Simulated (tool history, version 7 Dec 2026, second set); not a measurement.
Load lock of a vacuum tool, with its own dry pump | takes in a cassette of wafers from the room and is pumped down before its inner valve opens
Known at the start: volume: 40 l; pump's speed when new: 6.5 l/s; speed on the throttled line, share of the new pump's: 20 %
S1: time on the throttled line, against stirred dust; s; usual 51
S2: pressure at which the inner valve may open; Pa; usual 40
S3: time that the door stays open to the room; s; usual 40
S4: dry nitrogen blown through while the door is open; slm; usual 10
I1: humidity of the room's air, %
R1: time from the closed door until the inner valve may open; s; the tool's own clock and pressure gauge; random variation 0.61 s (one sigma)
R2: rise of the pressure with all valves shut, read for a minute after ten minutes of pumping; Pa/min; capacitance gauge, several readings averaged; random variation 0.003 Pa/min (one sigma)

run 1 hour=0.0 | S1=51 S2=40 S3=40 S4=10 | I1=47.6 | R1=93.7 R2=0.038
run 2 hour=64.6 | S1=51 S2=40 S3=40 S4=10 | I1=44.1 | R1=93.5 R2=0.041
run 3 hour=150.1 | S1=51 S2=40 S3=40 S4=10 | I1=44.3 | R1=93.1 R2=0.038
run 4 hour=262.7 | S1=51 S2=40 S3=40 S4=10 | I1=46.6 | R1=92.6 R2=0.041
run 5 hour=322.7 | S1=51 S2=40 S3=40 S4=7 | I1=45.4 | R1=92.0 R2=0.044
run 6 hour=428.1 | S1=51 S2=40 S3=40 S4=7 | I1=45.9 | R1=92.9 R2=0.041
run 7 hour=530.8 | S1=34 S2=40 S3=40 S4=10 | I1=44.7 | R1=80.3 R2=0.044
run 8 hour=641.5 | S1=34 S2=40 S3=40 S4=10 | I1=47.1 | R1=79.7 R2=0.048
run 9 hour=701.0 | S1=51 S2=40 S3=40 S4=10 | I1=45.4 | R1=93.4 R2=0.045
run 10 hour=806.2 | S1=51 S2=31 S3=40 S4=10 | I1=47.1 | R1=95.5 R2=0.048
run 11 hour=909.4 | S1=51 S2=31 S3=40 S4=10 | I1=43.0 | R1=95.1 R2=0.044

Run 12 comes next. What will it give?
run 12 hour=982.2 | S1=51 S2=31 S3=40 S4=10 | I1=40.8 | R1=? R2=?

R1: 95.5 s
R2: 0.044 Pa/min
Without the tool's hidden state the same run would have given R1 90.9 s, R2 0.023 Pa/min.

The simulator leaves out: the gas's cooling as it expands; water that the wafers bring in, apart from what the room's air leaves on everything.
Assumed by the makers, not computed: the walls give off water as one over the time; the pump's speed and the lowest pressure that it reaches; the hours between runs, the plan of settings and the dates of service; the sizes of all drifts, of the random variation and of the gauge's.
